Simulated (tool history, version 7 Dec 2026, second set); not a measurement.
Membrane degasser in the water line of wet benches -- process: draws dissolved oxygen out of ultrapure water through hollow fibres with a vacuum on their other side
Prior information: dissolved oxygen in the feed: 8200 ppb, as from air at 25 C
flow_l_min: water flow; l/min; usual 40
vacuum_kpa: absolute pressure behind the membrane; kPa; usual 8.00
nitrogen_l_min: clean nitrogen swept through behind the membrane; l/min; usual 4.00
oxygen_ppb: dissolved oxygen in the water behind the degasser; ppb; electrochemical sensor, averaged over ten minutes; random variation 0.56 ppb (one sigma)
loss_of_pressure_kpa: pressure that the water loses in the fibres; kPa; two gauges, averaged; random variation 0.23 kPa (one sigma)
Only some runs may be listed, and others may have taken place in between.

Run 1, day 0.000: usual settings. Result: oxygen_ppb 115.0 ppb, loss_of_pressure_kpa 58.61 kPa.
Run 2, day 1.633: usual settings. Result: oxygen_ppb 115.9 ppb, loss_of_pressure_kpa 58.11 kPa.
Run 3, day 3.079: usual settings. Result: oxygen_ppb 117.7 ppb, loss_of_pressure_kpa 58.22 kPa.
Run 4, day 4.396: usual settings. Result: oxygen_ppb 115.8 ppb, loss_of_pressure_kpa 58.12 kPa.
Run 5, day 6.208: usual settings. Result: oxygen_ppb 115.2 ppb, loss_of_pressure_kpa 58.18 kPa.
Run 6, day 7.292: usual settings. Result: oxygen_ppb 115.6 ppb, loss_of_pressure_kpa 58.20 kPa.
Run 7, day 8.750: usual settings. Result: oxygen_ppb 116.4 ppb, loss_of_pressure_kpa 58.05 kPa.
Run 8, day 10.042: usual settings. Result: oxygen_ppb 116.8 ppb, loss_of_pressure_kpa 58.10 kPa.
Run 9, day 11.354: usual settings. Result: oxygen_ppb 116.6 ppb, loss_of_pressure_kpa 58.12 kPa.
Run 10, day 12.800: usual settings. Result: oxygen_ppb 115.9 ppb, loss_of_pressure_kpa 58.27 kPa.
Run 11, day 14.633: usual settings but nitrogen_l_min 3.98 l/min. Result: oxygen_ppb 116.7 ppb, loss_of_pressure_kpa 58.66 kPa.
At day 14.800: seals of the vacuum lines changed.
Run 12, day 15.767: usual settings but flow_l_min 45 l/min, vacuum_kpa 5.33 kPa, nitrogen_l_min 3.09 l/min. Result: oxygen_ppb 79.3 ppb, loss_of_pressure_kpa 65.59 kPa.
Run 13, day 16.762: usual settings but flow_l_min 45 l/min, vacuum_kpa 5.33 kPa, nitrogen_l_min 3.09 l/min. Result: oxygen_ppb 80.3 ppb, loss_of_pressure_kpa 65.44 kPa.
Run 14, day 17.933: usual settings but flow_l_min 45 l/min, vacuum_kpa 5.33 kPa, nitrogen_l_min 3.09 l/min. Result: oxygen_ppb 79.7 ppb, loss_of_pressure_kpa 65.47 kPa.

Each row is a separate what-if for the run after 14, all from the same tool condition, not one after another. Results?
Run A, day 19.462: usual settings but flow_l_min 42 l/min, nitrogen_l_min 2.15 l/min. Result: oxygen_ppb ?, loss_of_pressure_kpa ?.
Run B, day 19.462: usual settings but flow_l_min 61 l/min, vacuum_kpa 5.33 kPa, nitrogen_l_min 3.09 l/min. Result: oxygen_ppb ?, loss_of_pressure_kpa ?.
Run C, day 19.462: usual settings but flow_l_min 45 l/min, vacuum_kpa 16.28 kPa, nitrogen_l_min 3.09 l/min. Result: oxygen_ppb ?, loss_of_pressure_kpa ?.

run  oxygen_ppb  loss_of_pressure_kpa
  A       213.6                 61.36
  B       135.4                 88.77
  C       429.1                 65.63
Without the tool's unlogged condition, the same runs would have read:
run  oxygen_ppb  loss_of_pressure_kpa
  A       211.1                 61.35
  B       133.7                 88.74
  C       424.3                 65.61

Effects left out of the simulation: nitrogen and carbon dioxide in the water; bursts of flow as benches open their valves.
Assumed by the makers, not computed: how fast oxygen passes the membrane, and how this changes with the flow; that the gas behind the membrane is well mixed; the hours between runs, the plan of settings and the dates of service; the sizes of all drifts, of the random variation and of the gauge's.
